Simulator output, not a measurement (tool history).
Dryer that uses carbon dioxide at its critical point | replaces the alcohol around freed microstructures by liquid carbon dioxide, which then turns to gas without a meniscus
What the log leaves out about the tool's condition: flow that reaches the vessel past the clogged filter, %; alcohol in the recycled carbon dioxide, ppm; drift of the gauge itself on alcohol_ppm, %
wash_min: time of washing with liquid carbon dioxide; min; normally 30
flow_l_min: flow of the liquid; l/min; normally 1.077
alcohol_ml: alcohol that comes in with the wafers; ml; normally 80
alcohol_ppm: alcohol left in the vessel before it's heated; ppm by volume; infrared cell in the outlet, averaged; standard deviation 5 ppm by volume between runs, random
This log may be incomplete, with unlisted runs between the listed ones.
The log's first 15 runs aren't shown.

| run | hour | wash_min | flow_l_min | alcohol_ml | hours of work since the filter was changed | hours of work since the purifier's bed was changed | alcohol_ppm |
|---|---|---|---|---|---|---|---|
|  | 758.8 | inlet filter changed |
| 16 | 766.5 | 22 | 1.13 | 80 | 3 | 66 | 110 |
| 17 | 803.9 | 36 | 1.077 | 80 | 19 | 81 | 46 |
| 18 | 841.2 | 43 | 1.077 | 80 | 35 | 97 | 50 |
| 19 | 884.8 | 30 | 1 | 110 | 53 | 115 | 100 |
| 20 | 922.1 | 30 | 1.077 | 97 | 69 | 131 | 80 |
| 21 | 974 | 30 | 1.5 | 97 | 90 | 153 | 85 |
| 22 | 1045.5 | 46 | 0.86 | 35 | 120 | 183 | 89 |
| 23 | 1097.9 | 46 | 0.86 | 35 | 142 | 205 | 94 |
| 24 | 1160.3 | 46 | 0.92 | 99 | 168 | 231 | 109 |
| 25 | 1211.2 | 21 | 0.92 | 99 | 190 | 252 | 539 |
| 26 | 1278.1 | 18 | 0.92 | 54 | 218 | 280 | 534 |
| 27 | 1347.5 | 45 | 0.92 | 54 | 247 | 309 | 155 |
| 28 | 1411 | 45 | 0.92 | 54 | 274 | 336 | 170 |
| 29 | 1442 | 36 | 1.077 | 80 | 287 | 349 | 179 |
| 30 | 1488.1 | 36 | 1.077 | 80 | 306 | 368 | 174 |
| 31 | 1559 | 30 | 0.74 | 80 | 336 | 398 | 412 |
| 32 | 1621.9 | 30 | 0.74 | 80 | 362 | 424 | 402 |
| 33 | 1690.4 | 30 | 1.65 | 34 | 391 | 453 | 218 |

Here are 5 independent what-if runs from the current tool condition. What would each one return?
| A | 1747.4 | 18 | 1.65 | 71 | 415 | 477 | ? |
| B | 1747.4 | 30 | 1.54 | 67 | 415 | 477 | ? |
| C | 1747.4 | 30 | 0.67 | 84 | 415 | 477 | ? |
| D | 1747.4 | 35 | 0.89 | 89 | 415 | 477 | ? |
| E | 1747.4 | 33 | 1.77 | 34 | 415 | 477 | ? |

| run | alcohol_ppm |
|---|---|
| A | 287 |
| B | 228 |
| C | 580 |
| D | 282 |
| E | 223 |
The same runs, with their run-to-run variation unchanged, on a tool lacking any hidden condition would have given:
| run | alcohol_ppm |
|---|---|
| A | 36 |
| B | 4 |
| C | 227 |
| D | 32 |
| E | 6 |

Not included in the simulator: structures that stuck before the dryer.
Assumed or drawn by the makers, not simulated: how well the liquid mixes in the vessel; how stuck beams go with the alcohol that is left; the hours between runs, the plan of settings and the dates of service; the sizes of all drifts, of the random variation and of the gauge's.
